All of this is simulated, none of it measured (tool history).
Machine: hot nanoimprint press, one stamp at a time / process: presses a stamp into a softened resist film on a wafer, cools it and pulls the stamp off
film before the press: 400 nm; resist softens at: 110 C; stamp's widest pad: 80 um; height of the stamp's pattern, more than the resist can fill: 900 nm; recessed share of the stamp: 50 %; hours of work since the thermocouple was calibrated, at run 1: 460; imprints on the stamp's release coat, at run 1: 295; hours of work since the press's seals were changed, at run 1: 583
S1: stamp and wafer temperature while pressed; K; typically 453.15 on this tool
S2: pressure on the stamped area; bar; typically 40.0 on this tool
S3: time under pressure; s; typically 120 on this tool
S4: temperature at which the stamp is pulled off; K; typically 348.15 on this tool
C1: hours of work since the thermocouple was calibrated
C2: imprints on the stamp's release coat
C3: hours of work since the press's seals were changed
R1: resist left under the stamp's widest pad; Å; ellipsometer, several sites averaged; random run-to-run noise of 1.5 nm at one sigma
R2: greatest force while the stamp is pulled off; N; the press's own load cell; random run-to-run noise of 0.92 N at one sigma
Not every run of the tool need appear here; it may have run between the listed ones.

| run | hour | S1 | S2 | S3 | S4 | C1 | C2 | C3 | R1 | R2 |
|---|---|---|---|---|---|---|---|---|---|---|
| 1 | 0.0 | 453.15 | 40.0 | 120 | 348.15 | 460 | 295 | 583 | 2340 | 117.3 |
| 2 | 36.2 | 453.15 | 40.0 | 120 | 348.15 | 476 | 392 | 600 | 2328 | 115.8 |
| 3 | 61.4 | 453.15 | 40.0 | 120 | 348.15 | 488 | 459 | 611 | 2366 | 118.6 |
| 4 | 100.9 | 453.15 | 40.0 | 120 | 348.15 | 506 | 565 | 629 | 2363 | 117.2 |
| 5 | 124.1 | 453.15 | 40.0 | 120 | 348.15 | 516 | 627 | 640 | 2361 | 117.8 |
| 6 | 164.8 | 453.15 | 40.0 | 120 | 348.15 | 535 | 735 | 658 | 2360 | 116.9 |
|  | 199.7 | plate thermocouple calibrated |
| 7 | 208.9 | 453.15 | 40.0 | 120 | 348.15 | 4 | 845 | 677 | 2348 | 117.1 |
| 8 | 244.2 | 453.15 | 40.0 | 120 | 348.15 | 20 | 939 | 693 | 2357 | 117.9 |
| 9 | 276.0 | 453.15 | 40.0 | 120 | 348.15 | 35 | 1024 | 707 | 2338 | 116.3 |
| 10 | 315.8 | 450.15 | 36.6 | 177 | 338.15 | 53 | 1130 | 725 | 2456 | 125.9 |
| 11 | 352.0 | 450.15 | 36.6 | 177 | 338.15 | 69 | 1227 | 742 | 2463 | 125.9 |
| 12 | 383.8 | 463.15 | 39.2 | 88 | 348.15 | 84 | 1312 | 756 | 1718 | 116.9 |
| 13 | 406.2 | 465.15 | 37.4 | 88 | 348.15 | 94 | 1372 | 766 | 1588 | 116.8 |
|  | 432.1 | stamp cleaned and given a new release coat |
| 14 | 438.0 | 458.15 | 40.0 | 196 | 348.15 | 105 | 15 | 778 | 1581 | 118.3 |
| 15 | 483.1 | 458.15 | 40.0 | 196 | 348.15 | 126 | 136 | 799 | 1568 | 117.2 |
| 16 | 514.5 | 464.15 | 40.0 | 95 | 341.15 | 140 | 220 | 813 | 1576 | 123.9 |
| 17 | 533.8 | 445.15 | 30.0 | 69 | 337.15 | 149 | 271 | 822 | 3562 | 126.1 |
| 18 | 553.7 | 450.15 | 30.0 | 69 | 337.15 | 158 | 324 | 831 | 3262 | 126.0 |

How the hidden state differs across the entries between the runs, from the last listed run before each to the first after it:
Between runs 6 and 7: plate thermocouple calibrated (hour 199.7)
  true temperature over the reading, C: -0.03 -> 0; pressure that arrives at the usual setting, %: 99.92 -> 99.91
Between runs 13 and 14: stamp cleaned and given a new release coat (hour 432.1)
  grip of the stamp's worn release coat, % over a new coat's: 0.2 -> 0

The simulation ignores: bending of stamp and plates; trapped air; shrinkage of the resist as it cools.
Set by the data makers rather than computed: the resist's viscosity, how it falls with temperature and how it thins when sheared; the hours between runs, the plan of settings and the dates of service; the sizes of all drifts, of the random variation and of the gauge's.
